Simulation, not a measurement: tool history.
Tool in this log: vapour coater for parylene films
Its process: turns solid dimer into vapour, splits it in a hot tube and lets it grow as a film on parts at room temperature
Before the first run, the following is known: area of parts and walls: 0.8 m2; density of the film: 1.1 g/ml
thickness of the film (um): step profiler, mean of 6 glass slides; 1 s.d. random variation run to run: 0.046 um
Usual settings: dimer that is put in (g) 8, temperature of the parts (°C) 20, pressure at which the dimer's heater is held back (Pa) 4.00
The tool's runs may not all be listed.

run,hour,dimer that is put in (g),temperature of the parts (°C),pressure at which the dimer's heater is held back (Pa),thickness of the film (um)
1,0.0,8,20,4.00,4.94
2,66.9,8,20,4.00,4.93
3,147.3,8,20,4.00,4.83
4,197.6,8,20,4.00,4.75
5,240.7,8,20,4.00,4.74
6,287.7,8,20,4.00,4.63
7,336.6,8,20,4.00,4.58
8,379.6,8,20,4.00,4.54
9,439.3,9,20,4.00,5.04
10,511.3,9,20,4.00,5.00
11,579.7,9,20,4.00,4.93
12,655.0,9,20,4.00,4.41
13,701.7,8,20,4.00,3.89
14,774.6,6,20,4.00,2.86
15,842.9,6,24,4.00,2.35
16,884.7,5,20,4.00,2.31
17,947.9,5,20,4.00,3.08
18,1025.7,8,20,3.13,4.97
19,1111.0,8,20,3.13,4.95
20,1174.5,8,30,3.13,3.10
21,1249.2,8,30,3.13,3.09
22,1285.9,5,13,11.26,3.62
23,1349.4,9,16,4.13,6.22
24,1411.1,8,20,2.33,4.83
25,1461.7,4,12,7.81,3.03
26,1520.2,4,21,7.08,2.02
27,1597.8,10,14,6.27,6.83
28,1681.4,8,14,2.82,5.79
29,1731.6,5,18,7.87,3.14
30,1773.8,11,17,4.00,7.69
31,1815.4,8,14,2.29,6.70
32,1852.8,8,16,2.29,6.08
33,1926.5,8,16,2.29,6.08
34,1962.6,5,18,2.56,3.39
35,2034.8,4,23,5.35,2.10

Removed from this log: 4 entries logged between the listed runs. Between which two listed runs does each belong, and how does the tool's hidden state at the listed run before it compare with that at the listed run after it?
After run 11, before run 12: trap's valve overhauled (hour 637.0)
  vapour lost through the trap's worn valve, %: 12.9 -> 22; true temperature of the parts over the reading, C: 0.31 -> 0.33
  measured value less the no-hidden-state value, thickness of the film (um): -0.81 -> -1.33
After run 16, before run 17: trap's valve overhauled, once more (hour 895.9)
  vapour lost through the trap's worn valve, %: 25.8 -> 1.3; true temperature of the parts over the reading, C: 0.41 -> 0.43
  measured value less the no-hidden-state value, thickness of the film (um): -0.86 -> -0.10
After run 28, before run 29: trap's valve overhauled (hour 1731.4)
  vapour lost through the trap's worn valve, %: 13.3 -> 0.3; true temperature of the parts over the reading, C: 0.68 -> 0.69
  measured value less the no-hidden-state value, thickness of the film (um): -1.09 -> -0.11
After run 34, before run 35: table's thermometer calibrated (hour 2011.9)
  vapour lost through the trap's worn valve, %: 4.2 -> 5.4; true temperature of the parts over the reading, C: 0.77 -> 0.15
  measured value less the no-hidden-state value, thickness of the film (um): -0.27 -> -0.13

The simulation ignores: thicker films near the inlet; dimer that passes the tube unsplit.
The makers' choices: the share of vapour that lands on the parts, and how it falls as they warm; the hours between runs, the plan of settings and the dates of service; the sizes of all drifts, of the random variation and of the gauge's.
